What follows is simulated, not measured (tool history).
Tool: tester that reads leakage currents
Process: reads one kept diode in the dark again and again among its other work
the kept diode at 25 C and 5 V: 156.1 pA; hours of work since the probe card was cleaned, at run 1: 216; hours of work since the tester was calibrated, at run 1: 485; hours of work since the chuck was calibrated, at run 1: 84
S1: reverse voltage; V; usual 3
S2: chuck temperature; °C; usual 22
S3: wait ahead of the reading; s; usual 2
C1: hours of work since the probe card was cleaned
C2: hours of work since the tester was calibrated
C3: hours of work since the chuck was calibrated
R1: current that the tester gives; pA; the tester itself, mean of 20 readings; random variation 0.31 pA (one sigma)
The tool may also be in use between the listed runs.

run	day	S1	S2	S3	C1	C2	C3	R1
1	0	3	22	2	216	485	84	103.6
2	1.217	3	22	2	230	499	98	103.91
3	2.354	10.66	22	2	243	512	111	161.43
4	3.654	10.66	43	2	258	527	126	859.69
5	4.625	3	48	2	269	538	137	793.54
6	5.833	3	48	2	283	552	151	795.19
7	7.133	3	48	2	298	567	166	796.64
8	8.708	3	22	3.61	316	585	184	104.95
9	10.038	3	22	3.61	332	601	200	105.26
10	11.508	3	22	3.61	348	618	217	105.81
11	12.554	3	22	3.61	361	630	229	105.94
12	13.842	3	22	3.61	375	645	243	106.56
13	15.117	3	37	2	390	659	258	357.95
14	16.325	3.75	22	1.41	404	673	272	115.38
15	17.75	3.75	22	1.41	420	690	288	115.9
16	19.35	5.56	45	0.48	439	708	307	816.08
17	20.546	5.56	45	0.48	453	722	321	816.55
18	21.35	1.37	22	2	462	731	330	82.05
19	22.246	1.37	22	2	472	741	340	82.17
20	24.054	2.13	26	2.33	493	762	361	134.3
21	25.312	4.39	26	0.3	508	777	376	176.5
22	27.05	6.52	43	6.61	528	797	396	748.53
23	28.417	6.52	43	6.61	543	813	411	754.93
24	29.667	3	42	1.57	558	827	426	535.9
25	30.783	3	21	2.89	571	840	439	101.35
26	32.058	1.28	41	6.25	585	855	453	370.91

Forecast each of these 5 alternatives for the next run:
A	33.308	8.42	32	0.37	600	869	468	?
B	33.308	11.67	20	4.61	600	869	468	?
C	33.308	3	51	2	600	869	468	?
D	33.308	1.62	37	3.39	600	869	468	?
E	33.308	1.28	36	0.89	600	869	468	?

run	R1
A	364.12
B	151.57
C	1033.33
D	297.43
E	254.49
Without the tool's hidden state the same runs would have given:
run	R1
A	336.95
B	138.33
C	965.59
D	276.3
E	236.33
